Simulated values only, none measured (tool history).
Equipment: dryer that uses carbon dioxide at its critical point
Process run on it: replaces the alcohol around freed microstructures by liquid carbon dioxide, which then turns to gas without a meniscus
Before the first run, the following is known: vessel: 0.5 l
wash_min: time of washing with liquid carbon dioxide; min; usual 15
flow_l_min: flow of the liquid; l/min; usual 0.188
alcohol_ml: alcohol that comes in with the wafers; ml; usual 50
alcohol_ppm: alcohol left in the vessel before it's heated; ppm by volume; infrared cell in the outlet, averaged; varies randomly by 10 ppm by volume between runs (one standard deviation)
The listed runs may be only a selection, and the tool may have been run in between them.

run	hour	wash_min	flow_l_min	alcohol_ml	alcohol_ppm
1	0	15	0.188	50	682
2	9.2	15	0.188	50	680
3	18.8	15	0.188	50	683
4	25.1	15	0.188	50	692
5	35.6	15	0.188	50	684
6	43	15	0.188	50	699
7	54.2	20	0.188	50	145
8	60.1	20	0.188	50	152
9	72.1	20	0.188	50	167
10	83	20	0.188	50	170
11	91.1	20	0.188	113	331
12	96.4	20	0.188	113	321
13	105	24	0.282	62	41
14	111.4	14	0.188	24	482
15	120	16	0.116	41	2911
16	130.5	11	0.248	50	885

Run 17 has not been measured yet. What should we expect?
17	136.4	11	0.248	50	?

Run 17 yielded alcohol_ppm 877 ppm by volume.
With the hidden condition absent and the run-to-run variation left alone, this run would have shown alcohol_ppm 724 ppm by volume.

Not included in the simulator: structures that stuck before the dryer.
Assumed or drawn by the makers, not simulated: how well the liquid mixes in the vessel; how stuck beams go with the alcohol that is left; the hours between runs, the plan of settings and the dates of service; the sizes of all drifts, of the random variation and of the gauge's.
